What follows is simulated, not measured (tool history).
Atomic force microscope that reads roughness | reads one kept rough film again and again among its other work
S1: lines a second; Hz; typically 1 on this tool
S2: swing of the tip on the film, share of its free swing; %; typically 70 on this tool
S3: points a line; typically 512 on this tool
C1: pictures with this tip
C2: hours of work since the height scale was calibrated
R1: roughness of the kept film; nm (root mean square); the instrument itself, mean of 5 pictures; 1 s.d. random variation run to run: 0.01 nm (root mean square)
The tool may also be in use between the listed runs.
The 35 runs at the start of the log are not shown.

{"run": 36, "hour": 252.8, "S1": 0.99, "S2": 70, "S3": 489, "C1": 109, "C2": 14, "R1": 2.102}
{"run": 37, "hour": 259.3, "S1": 0.54, "S2": 62, "S3": 689, "C1": 114, "C2": 17, "R1": 2.16}
{"run": 38, "hour": 269.0, "S1": 1, "S2": 86, "S3": 847, "C1": 123, "C2": 22, "R1": 1.991}
{"run": 39, "hour": 275.6, "S1": 0.6, "S2": 80, "S3": 588, "C1": 129, "C2": 25, "R1": 2.077}
{"run": 40, "hour": 279.6, "S1": 0.85, "S2": 70, "S3": 782, "C1": 132, "C2": 28, "R1": 2.095}
{"run": 41, "hour": 286.3, "S1": 0.85, "S2": 79, "S3": 363, "C1": 138, "C2": 31, "R1": 2.003}
{"run": 42, "hour": 291.2, "S1": 0.85, "S2": 79, "S3": 363, "C1": 143, "C2": 34, "R1": 1.981}
{"run": 43, "hour": 299.4, "S1": 1.35, "S2": 80, "S3": 658, "C1": 150, "C2": 38, "R1": 1.934}
{"run": 44, "hour": 303.7, "S1": 1.35, "S2": 80, "S3": 658, "C1": 154, "C2": 40, "R1": 1.921}
{"run": 45, "hour": 310.7, "S1": 0.97, "S2": 56, "S3": 658, "C1": 160, "C2": 44, "R1": 2.089}
{"run": 46, "hour": 316.2, "S1": 2.78, "S2": 70, "S3": 360, "C1": 165, "C2": 47, "R1": 1.855}
{"run": 47, "hour": 321.4, "S1": 2.78, "S2": 75, "S3": 491, "C1": 170, "C2": 49, "R1": 1.794}
{"run": 48, "hour": 328.7, "S1": 0.78, "S2": 70, "S3": 300, "C1": 176, "C2": 53, "R1": 2.003}
{"run": 49, "hour": 338.2, "S1": 1.98, "S2": 83, "S3": 512, "C1": 185, "C2": 58, "R1": 1.774}

For run 50, what comes out?
{"run": 50, "hour": 345.6, "S1": 0.96, "S2": 59, "S3": 512, "C1": 191, "C2": 62, "R1": "?"}

Run 50 produced R1 2.037 nm (root mean square).
Had the tool carried no hidden state, the very same run would have given R1 2.379 nm (root mean square).

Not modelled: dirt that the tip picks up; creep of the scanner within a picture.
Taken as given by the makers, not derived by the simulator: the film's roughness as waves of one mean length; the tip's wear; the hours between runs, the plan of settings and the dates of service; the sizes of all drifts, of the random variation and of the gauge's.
